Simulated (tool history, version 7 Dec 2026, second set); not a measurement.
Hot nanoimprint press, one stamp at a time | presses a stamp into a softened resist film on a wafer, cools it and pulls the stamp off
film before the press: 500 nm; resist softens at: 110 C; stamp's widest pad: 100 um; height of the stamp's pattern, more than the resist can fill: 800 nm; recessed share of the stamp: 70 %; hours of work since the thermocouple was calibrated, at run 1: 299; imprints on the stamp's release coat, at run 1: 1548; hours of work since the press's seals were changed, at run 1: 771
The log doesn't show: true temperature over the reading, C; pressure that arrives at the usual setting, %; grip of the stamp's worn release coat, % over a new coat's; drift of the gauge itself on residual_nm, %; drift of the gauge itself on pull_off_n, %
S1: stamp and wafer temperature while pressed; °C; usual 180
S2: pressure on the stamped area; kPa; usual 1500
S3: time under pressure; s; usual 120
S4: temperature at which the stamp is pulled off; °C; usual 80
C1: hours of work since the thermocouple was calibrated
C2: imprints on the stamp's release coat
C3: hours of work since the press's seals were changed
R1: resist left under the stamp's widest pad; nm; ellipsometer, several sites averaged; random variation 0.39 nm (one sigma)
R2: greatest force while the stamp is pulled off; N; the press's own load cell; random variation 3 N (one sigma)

run	day	S1	S2	S3	S4	C1	C2	C3	R1	R2
1	0.000	180	1500	120	80	299	1548	771	225.3	140
2	2.804	180	1500	120	80	326	1750	798	226.4	139
3	6.358	180	2070	120	80	360	2006	832	186.9	141
4	9.871	180	1500	97	80	394	2258	866	242.0	143
# day 10.300: plate thermocouple calibrated
# day 10.550: stamp cleaned and given a new release coat
5	13.379	180	2030	120	80	27	204	896	189.9	136
6	16.096	180	2110	120	80	54	399	923	186.0	138
7	17.933	180	2110	120	87	71	532	940	184.9	122
8	21.862	190	2110	120	87	109	814	978	135.3	126
9	23.512	180	1500	120	67	125	933	994	225.7	177
10	25.538	180	1500	120	67	145	1079	1014	226.0	174
11	27.554	180	1500	120	67	164	1224	1033	226.3	175
12	29.488	180	1500	120	67	183	1363	1052	226.3	182
13	31.196	180	1500	120	67	200	1486	1068	226.0	175
14	34.454	175	1500	120	67	231	1720	1100	264.6	170
15	37.050	175	1500	94	67	256	1907	1125	283.0	178
# day 38.208: press's hydraulic seals changed and the load cell set to zero
16	40.167	175	1500	94	67	283	2107	19	283.1	177
# day 42.912: stamp cleaned and given a new release coat
17	42.983	175	1500	94	67	308	5	44	283.8	180
18	46.654	180	1500	61	80	343	269	79	278.2	145
19	48.329	180	1500	118	87	359	390	95	227.3	126
20	52.054	187	1950	80	79	395	658	131	179.5	146
# day 52.471: plate thermocouple calibrated
21	55.058	180	1020	203	78	25	865	159	237.0	148
22	58.800	180	1020	203	78	61	1134	195	237.1	150
23	60.433	180	1020	203	78	77	1252	211	236.8	147
24	62.475	180	1020	203	78	97	1399	231	237.1	148
25	65.846	170	1500	61	80	129	1641	263	361.8	135
26	68.775	180	2170	120	80	158	1852	292	182.4	141
27	71.675	171	960	90	68	186	2061	320	382.6	170
28	74.121	181	1500	62	87	209	2237	343	269.6	131
# day 75.200: stamp cleaned and given a new release coat
29	76.021	171	2210	110	69	225	59	359	250.8	168

Forecast each of these 4 alternatives for the next run:
A	79.467	183	1870	110	69	258	307	393	?	?
B	79.467	180	2030	120	80	258	307	393	?	?
C	79.467	171	2210	149	69	258	307	393	?	?
D	79.467	184	1500	141	80	258	307	393	?	?

run	R1	R2
A	186.3	169
B	189.5	149
C	227.1	161
D	189.3	146
Without the tool's hidden state the same runs would have given:
run	R1	R2
A	186.4	169
B	189.5	149
C	227.1	160
D	189.3	146
